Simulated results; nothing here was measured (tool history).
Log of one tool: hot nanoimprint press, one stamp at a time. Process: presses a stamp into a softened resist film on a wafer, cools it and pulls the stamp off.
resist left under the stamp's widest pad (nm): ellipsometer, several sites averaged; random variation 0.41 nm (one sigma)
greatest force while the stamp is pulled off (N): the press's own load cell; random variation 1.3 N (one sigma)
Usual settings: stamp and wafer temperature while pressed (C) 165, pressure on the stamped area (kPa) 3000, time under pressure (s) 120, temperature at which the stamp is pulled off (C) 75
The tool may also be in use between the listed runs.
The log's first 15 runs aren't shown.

run   hour  stamp and wafer temperature while pressed (C)  pressure on the stamped area (kPa)  time under pressure (s)  temperature at which the stamp is pulled off (C)  hours of work since the thermocouple was calibrated  imprints on the stamp's release coat  hours of work since the press's seals were changed  resist left under the stamp's widest pad (nm)  greatest force while the stamp is pulled off (N)
 16  109.4                                            165                                2560                      132                                                75                                                  243                                  1286                                                 219                                          158.4                                               152
 17  117.7                                            168                                3000                      120                                                75                                                  249                                  1335                                                 226                                          131.4                                               151
 18  123.4                                            176                                3000                       84                                                71                                                  254                                  1368                                                 230                                           97.6                                               155
 19  135.2                                            176                                3000                      147                                                75                                                  263                                  1437                                                 239                                           75.4                                               154
 20    141                                            155                                3000                      120                                                75                                                  267                                  1471                                                 243                                          239.6                                               151
 21  146.6                                            155                                1950                       74                                                75                                                  271                                  1504                                                 248                                          270.9                                               149
 22  156.5                                            165                                3000                      120                                                77                                                  279                                  1562                                                 255                                          154.7                                               148
 23  161.5                                            175                                3000                      120                                                77                                                  282                                  1591                                                 259                                           87.8                                               149
 24  166.4                                            156                                3000                       75                                                75                                                  286                                  1620                                                 263                                          251.3                                               151
 25  174.1                                            165                                1840                       88                                                75                                                  292                                  1665                                                 268                                          201.2                                               150
 26  180.9                                            165                                1840                       88                                                75                                                  297                                  1705                                                 273                                          201.5                                               150
 27    189                                            165                                2870                      154                                                77                                                  303                                  1753                                                 280                                            143                                               146
 28  197.7                                            159                                1860                       60                                                67                                                  310                                  1804                                                 286                                          259.4                                               160
 29  208.6                                            159                                1860                       60                                                67                                                  318                                  1867                                                 294                                          259.1                                               161
 30  219.5                                            159                                1860                       60                                                63                                                  326                                  1931                                                 303                                          260.2                                               168
 31  224.3                                            159                                1860                       60                                                63                                                  330                                  1959                                                 306                                          260.3                                               167

Forecast each of these 3 alternatives for the next run:
  A  230.8                                            159                                1860                      200                                                63                                                  335                                  1997                                                 311                                              ?                                                 ?
  B  230.8                                            176                                1860                       78                                                63                                                  335                                  1997                                                 311                                              ?                                                 ?
  C  230.8                                            159                                2470                       90                                                61                                                  335                                  1997                                                 311                                              ?                                                 ?

run  resist left under the stamp's widest pad (nm)  greatest force while the stamp is pulled off (N)
  A                                          206.1                                               164
  B                                          124.2                                               165
  C                                          231.2                                               170
Without the tool's hidden state the same runs would have given:
run  resist left under the stamp's widest pad (nm)  greatest force while the stamp is pulled off (N)
  A                                          206.4                                               163
  B                                          124.3                                               164
  C                                          231.4                                               169
